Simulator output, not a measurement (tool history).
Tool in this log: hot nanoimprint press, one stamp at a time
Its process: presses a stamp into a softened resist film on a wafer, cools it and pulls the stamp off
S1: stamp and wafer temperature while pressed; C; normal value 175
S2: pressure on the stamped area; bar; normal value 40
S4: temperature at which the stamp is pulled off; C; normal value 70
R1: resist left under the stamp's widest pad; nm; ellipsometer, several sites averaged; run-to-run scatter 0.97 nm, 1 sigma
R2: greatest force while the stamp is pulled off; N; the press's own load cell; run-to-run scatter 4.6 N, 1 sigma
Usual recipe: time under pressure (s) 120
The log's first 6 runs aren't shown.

{"run": 7, "hour": 53.5, "S1": 175, "S2": 40, "time under pressure (s)": 218, "S4": 70, "R1": 117.4, "R2": 229}
{"run": 8, "hour": 62.4, "S1": 175, "S2": 40, "time under pressure (s)": 218, "S4": 70, "R1": 119, "R2": 229}
{"run": 9, "hour": 71.7, "S1": 175, "S2": 40, "time under pressure (s)": 120, "S4": 70, "R1": 143.3, "R2": 233}
{"run": 10, "hour": 79.7, "S1": 175, "S2": 40, "time under pressure (s)": 120, "S4": 70, "R1": 143.4, "R2": 226}
{"run": 11, "hour": 86.5, "S1": 175, "S2": 40, "time under pressure (s)": 120, "S4": 76, "R1": 144.7, "R2": 200}
{"run": 12, "hour": 94.5, "S1": 175, "S2": 27.8, "time under pressure (s)": 120, "S4": 70, "R1": 166.7, "R2": 229}
{"run": 13, "hour": 102.1, "S1": 175, "S2": 27.8, "time under pressure (s)": 120, "S4": 70, "R1": 167.5, "R2": 241}
{"run": 14, "hour": 109.9, "S1": 175, "S2": 27.8, "time under pressure (s)": 120, "S4": 70, "R1": 165.3, "R2": 233}
{"run": 15, "hour": 117.6, "S1": 175, "S2": 27.8, "time under pressure (s)": 120, "S4": 70, "R1": 168.6, "R2": 240}
{"run": 16, "hour": 122.5, "S1": 176, "S2": 27.8, "time under pressure (s)": 165, "S4": 70, "R1": 146.5, "R2": 231}
{"hour": 126.1, "done": "plate thermocouple calibrated"}
{"run": 17, "hour": 134.8, "S1": 175, "S2": 58.9, "time under pressure (s)": 120, "S4": 69, "R1": 124.7, "R2": 249}
{"run": 18, "hour": 142.6, "S1": 169, "S2": 38.3, "time under pressure (s)": 120, "S4": 76, "R1": 183.1, "R2": 210}
{"run": 19, "hour": 148.6, "S1": 169, "S2": 38.3, "time under pressure (s)": 120, "S4": 76, "R1": 181.8, "R2": 209}
{"run": 20, "hour": 153.6, "S1": 171, "S2": 47.2, "time under pressure (s)": 134, "S4": 70, "R1": 154, "R2": 246}
{"hour": 160.0, "done": "plate thermocouple calibrated, once more"}
{"run": 21, "hour": 162.5, "S1": 171, "S2": 41.3, "time under pressure (s)": 134, "S4": 74, "R1": 152.2, "R2": 208}
{"run": 22, "hour": 172.8, "S1": 171, "S2": 41.3, "time under pressure (s)": 134, "S4": 73, "R1": 153.7, "R2": 223}
{"run": 23, "hour": 180.4, "S1": 175, "S2": 40, "time under pressure (s)": 70, "S4": 70, "R1": 162.5, "R2": 236}
{"run": 24, "hour": 187.6, "S1": 175, "S2": 40, "time under pressure (s)": 70, "S4": 70, "R1": 162.8, "R2": 235}
{"run": 25, "hour": 191.8, "S1": 166, "S2": 40, "time under pressure (s)": 120, "S4": 70, "R1": 184.9, "R2": 231}
{"run": 26, "hour": 196.0, "S1": 166, "S2": 40, "time under pressure (s)": 120, "S4": 70, "R1": 187.6, "R2": 236}
{"run": 27, "hour": 200.9, "S1": 164, "S2": 40, "time under pressure (s)": 138, "S4": 68, "R1": 191.6, "R2": 241}
{"run": 28, "hour": 206.7, "S1": 180, "S2": 40, "time under pressure (s)": 138, "S4": 77, "R1": 109.6, "R2": 201}
{"run": 29, "hour": 213.0, "S1": 182, "S2": 32.7, "time under pressure (s)": 86, "S4": 67, "R1": 132.8, "R2": 260}
{"run": 30, "hour": 221.3, "S1": 183, "S2": 29.3, "time under pressure (s)": 107, "S4": 70, "R1": 126.4, "R2": 242}

What if the next run were any one of these 3? Each begins from the tool's condition after run 30:
{"run": "A", "hour": 230.6, "S1": 176, "S2": 40, "time under pressure (s)": 120, "S4": 70, "R1": "?", "R2": "?"}
{"run": "B", "hour": 230.6, "S1": 164, "S2": 49.6, "time under pressure (s)": 71, "S4": 70, "R1": "?", "R2": "?"}
{"run": "C", "hour": 230.6, "S1": 183, "S2": 29.3, "time under pressure (s)": 130, "S4": 70, "R1": "?", "R2": "?"}

run=A R1=134.4 R2=235
run=B R1=203.8 R2=241
run=C R1=117.4 R2=233
With the hidden condition removed and each run's random variation left untouched, the same runs would have given:
run=A R1=133.6 R2=219
run=B R1=203.1 R2=225
run=C R1=116.8 R2=217

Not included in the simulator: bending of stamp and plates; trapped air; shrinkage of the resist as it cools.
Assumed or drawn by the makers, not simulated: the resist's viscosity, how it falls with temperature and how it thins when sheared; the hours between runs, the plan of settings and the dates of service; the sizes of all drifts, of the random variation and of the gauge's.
